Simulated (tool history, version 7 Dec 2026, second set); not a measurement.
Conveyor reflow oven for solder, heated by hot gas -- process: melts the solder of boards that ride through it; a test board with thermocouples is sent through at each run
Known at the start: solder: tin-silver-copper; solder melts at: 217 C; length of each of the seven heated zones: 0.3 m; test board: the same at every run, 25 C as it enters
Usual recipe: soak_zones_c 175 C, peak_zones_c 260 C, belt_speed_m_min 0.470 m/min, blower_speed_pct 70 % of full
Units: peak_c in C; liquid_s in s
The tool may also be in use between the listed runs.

{"run": 1, "day": 0.0, "soak_zones_c": 175, "peak_zones_c": 260, "belt_speed_m_min": 0.47, "blower_speed_pct": 70, "peak_c": 244.6, "liquid_s": 50.7}
{"run": 2, "day": 0.425, "soak_zones_c": 188, "peak_zones_c": 260, "belt_speed_m_min": 0.47, "blower_speed_pct": 70, "peak_c": 247.4, "liquid_s": 58.8}
{"run": 3, "day": 0.746, "soak_zones_c": 189, "peak_zones_c": 260, "belt_speed_m_min": 0.47, "blower_speed_pct": 70, "peak_c": 246.5, "liquid_s": 60.1}
{"run": 4, "day": 1.1, "soak_zones_c": 175, "peak_zones_c": 260, "belt_speed_m_min": 0.47, "blower_speed_pct": 70, "peak_c": 244.7, "liquid_s": 52.2}
{"run": 5, "day": 1.317, "soak_zones_c": 162, "peak_zones_c": 260, "belt_speed_m_min": 0.47, "blower_speed_pct": 70, "peak_c": 241.2, "liquid_s": 44.3}
{"run": 6, "day": 1.767, "soak_zones_c": 162, "peak_zones_c": 260, "belt_speed_m_min": 0.47, "blower_speed_pct": 70, "peak_c": 241.3, "liquid_s": 44.3}
{"run": 7, "day": 1.983, "soak_zones_c": 162, "peak_zones_c": 260, "belt_speed_m_min": 0.47, "blower_speed_pct": 70, "peak_c": 241.3, "liquid_s": 44.4}
{"run": 8, "day": 2.408, "soak_zones_c": 162, "peak_zones_c": 260, "belt_speed_m_min": 0.47, "blower_speed_pct": 70, "peak_c": 242.3, "liquid_s": 44.3}
{"run": 9, "day": 2.821, "soak_zones_c": 175, "peak_zones_c": 260, "belt_speed_m_min": 0.47, "blower_speed_pct": 70, "peak_c": 243.7, "liquid_s": 51.2}
{"run": 10, "day": 3.021, "soak_zones_c": 175, "peak_zones_c": 263, "belt_speed_m_min": 0.47, "blower_speed_pct": 70, "peak_c": 246.3, "liquid_s": 53.3}
{"run": 11, "day": 3.262, "soak_zones_c": 175, "peak_zones_c": 263, "belt_speed_m_min": 0.47, "blower_speed_pct": 70, "peak_c": 245.9, "liquid_s": 53.8}
{"run": 12, "day": 3.638, "soak_zones_c": 175, "peak_zones_c": 263, "belt_speed_m_min": 0.47, "blower_speed_pct": 70, "peak_c": 246.8, "liquid_s": 53.1}
{"run": 13, "day": 3.983, "soak_zones_c": 175, "peak_zones_c": 263, "belt_speed_m_min": 0.47, "blower_speed_pct": 70, "peak_c": 247.3, "liquid_s": 52.9}
{"run": 14, "day": 4.388, "soak_zones_c": 175, "peak_zones_c": 263, "belt_speed_m_min": 0.47, "blower_speed_pct": 70, "peak_c": 246.5, "liquid_s": 53.2}
{"run": 15, "day": 4.825, "soak_zones_c": 175, "peak_zones_c": 263, "belt_speed_m_min": 0.47, "blower_speed_pct": 70, "peak_c": 247.0, "liquid_s": 52.7}
{"run": 16, "day": 5.154, "soak_zones_c": 175, "peak_zones_c": 263, "belt_speed_m_min": 0.47, "blower_speed_pct": 70, "peak_c": 246.7, "liquid_s": 54.2}
{"run": 17, "day": 5.45, "soak_zones_c": 171, "peak_zones_c": 263, "belt_speed_m_min": 0.524, "blower_speed_pct": 70, "peak_c": 242.9, "liquid_s": 40.6}
{"run": 18, "day": 5.667, "soak_zones_c": 171, "peak_zones_c": 263, "belt_speed_m_min": 0.524, "blower_speed_pct": 70, "peak_c": 242.6, "liquid_s": 41.1}
{"run": 19, "day": 6.083, "soak_zones_c": 171, "peak_zones_c": 263, "belt_speed_m_min": 0.524, "blower_speed_pct": 70, "peak_c": 242.6, "liquid_s": 41.0}
{"run": 20, "day": 6.392, "soak_zones_c": 175, "peak_zones_c": 266, "belt_speed_m_min": 0.522, "blower_speed_pct": 70, "peak_c": 245.7, "liquid_s": 45.8}
{"run": 21, "day": 6.788, "soak_zones_c": 175, "peak_zones_c": 266, "belt_speed_m_min": 0.483, "blower_speed_pct": 74, "peak_c": 248.6, "liquid_s": 53.4}
{"run": 22, "day": 6.992, "soak_zones_c": 160, "peak_zones_c": 263, "belt_speed_m_min": 0.483, "blower_speed_pct": 74, "peak_c": 244.5, "liquid_s": 44.4}
{"run": 23, "day": 7.442, "soak_zones_c": 175, "peak_zones_c": 266, "belt_speed_m_min": 0.47, "blower_speed_pct": 70, "peak_c": 249.5, "liquid_s": 55.6}
{"run": 24, "day": 7.633, "soak_zones_c": 186, "peak_zones_c": 256, "belt_speed_m_min": 0.525, "blower_speed_pct": 62, "peak_c": 237.3, "liquid_s": 40.8}
{"run": 25, "day": 7.888, "soak_zones_c": 188, "peak_zones_c": 260, "belt_speed_m_min": 0.453, "blower_speed_pct": 70, "peak_c": 247.7, "liquid_s": 61.6}
{"run": 26, "day": 8.171, "soak_zones_c": 175, "peak_zones_c": 268, "belt_speed_m_min": 0.47, "blower_speed_pct": 63, "peak_c": 248.8, "liquid_s": 53.9}
{"run": 27, "day": 8.546, "soak_zones_c": 175, "peak_zones_c": 268, "belt_speed_m_min": 0.47, "blower_speed_pct": 63, "peak_c": 248.6, "liquid_s": 53.9}
{"run": 28, "day": 8.812, "soak_zones_c": 175, "peak_zones_c": 268, "belt_speed_m_min": 0.454, "blower_speed_pct": 63, "peak_c": 250.0, "liquid_s": 56.7}
{"run": 29, "day": 8.992, "soak_zones_c": 175, "peak_zones_c": 268, "belt_speed_m_min": 0.454, "blower_speed_pct": 63, "peak_c": 249.8, "liquid_s": 56.6}
{"run": 30, "day": 9.221, "soak_zones_c": 175, "peak_zones_c": 268, "belt_speed_m_min": 0.454, "blower_speed_pct": 63, "peak_c": 249.7, "liquid_s": 58.1}
{"run": 31, "day": 9.442, "soak_zones_c": 175, "peak_zones_c": 265, "belt_speed_m_min": 0.382, "blower_speed_pct": 70, "peak_c": 252.9, "liquid_s": 75.4}
{"run": 32, "day": 9.738, "soak_zones_c": 175, "peak_zones_c": 265, "belt_speed_m_min": 0.382, "blower_speed_pct": 70, "peak_c": 253.8, "liquid_s": 74.9}

Each row is a separate what-if for the run after 32, all from the same tool condition, not one after another. Results?
{"run": "A", "day": 10.188, "soak_zones_c": 175, "peak_zones_c": 261, "belt_speed_m_min": 0.471, "blower_speed_pct": 72, "peak_c": "?", "liquid_s": "?"}
{"run": "B", "day": 10.188, "soak_zones_c": 175, "peak_zones_c": 265, "belt_speed_m_min": 0.382, "blower_speed_pct": 70, "peak_c": "?", "liquid_s": "?"}
{"run": "C", "day": 10.188, "soak_zones_c": 160, "peak_zones_c": 265, "belt_speed_m_min": 0.47, "blower_speed_pct": 84, "peak_c": "?", "liquid_s": "?"}

run=A peak_c=244.8 liquid_s=51.9
run=B peak_c=253.8 liquid_s=73.2
run=C peak_c=248.2 liquid_s=50.6
Had the tool no hidden state, the same runs would have come out as:
run=A peak_c=246.1 liquid_s=53.3
run=B peak_c=254.9 liquid_s=74.1
run=C peak_c=249.8 liquid_s=52.1
